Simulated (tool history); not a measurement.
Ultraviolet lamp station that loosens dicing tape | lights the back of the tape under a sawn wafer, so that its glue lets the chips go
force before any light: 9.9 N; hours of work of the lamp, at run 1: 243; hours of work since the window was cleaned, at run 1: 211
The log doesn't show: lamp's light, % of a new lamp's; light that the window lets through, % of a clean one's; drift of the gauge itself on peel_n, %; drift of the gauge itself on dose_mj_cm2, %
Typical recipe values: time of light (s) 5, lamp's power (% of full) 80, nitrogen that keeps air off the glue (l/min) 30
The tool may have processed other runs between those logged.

run,hour,time of light (s),lamp's power (% of full),nitrogen that keeps air off the glue (l/min),hours of work of the lamp,hours of work since the window was cleaned,force that peels the tape off (N),light that reached the tape (J/m2)
1,0,5,80,30,243,211,0.594,3460
2,11.3,5,80,30,250,218,0.588,3410
3,21.5,5,80,30,256,225,0.602,3440
4,30.8,5,80,30,262,230,0.567,3420
5,40.4,5,80,53,268,236,0.48,3410
6,46.6,5,91,53,272,240,0.369,3890
7,52.7,5,80,30,276,244,0.578,3430
8,59.3,5,80,30,280,248,0.598,3460
9,70.6,5,80,30,287,255,0.564,3430
10,80.1,5,80,30,293,261,0.586,3470
11,91.6,4,80,30,300,268,0.948,2760
12,97.9,4,80,30,304,272,0.949,2790
13,109.8,2,80,30,311,280,2.916,1390
14,121.6,2,80,30,319,287,2.926,1370
15,128.8,5,66,30,323,291,0.901,2850
16,136.2,5,66,30,328,296,0.893,2840
17,141.7,5,66,30,331,299,0.885,2850
18,148.2,5,66,30,335,303,0.895,2850
19,158.9,5,66,30,342,310,0.884,2870
20,165.1,4,81,30,346,314,0.898,2790
21,178.1,6,91,11,354,322,0.498,4730
22,186.5,8,89,13,359,327,0.277,6150
23,198.9,8,89,10,367,335,0.314,6100
24,208,8,77,20,372,341,0.283,5300
25,215.2,8,77,20,377,345,0.303,5310
# hour 220.4: window cleaned of glue's vapour
26,223.8,8,77,20,382,2,0.299,5220
27,232,5,86,19,387,7,0.62,3690
28,241.5,8,80,25,393,13,0.268,5490
29,254.4,8,80,25,401,21,0.265,5480
30,267.4,8,80,25,409,29,0.275,5500
31,278.8,8,77,21,416,36,0.3,5310
32,286.2,8,77,21,421,41,0.295,5360
33,296,5,76,11,427,47,1.066,3230
34,301.5,6,98,36,430,50,0.267,5010
35,312.4,9,64,14,437,57,0.382,4980
36,321.1,9,75,32,442,63,0.227,5750
37,328.1,5,67,57,447,67,0.7,2880

Hidden condition of the tool, last listed run before each entry between runs versus first listed run after:
Logged between run 25 and run 26: window cleaned of glue's vapour (hour 220.4)
  light that the window lets through, % of a clean one's: 99.9 -> 100
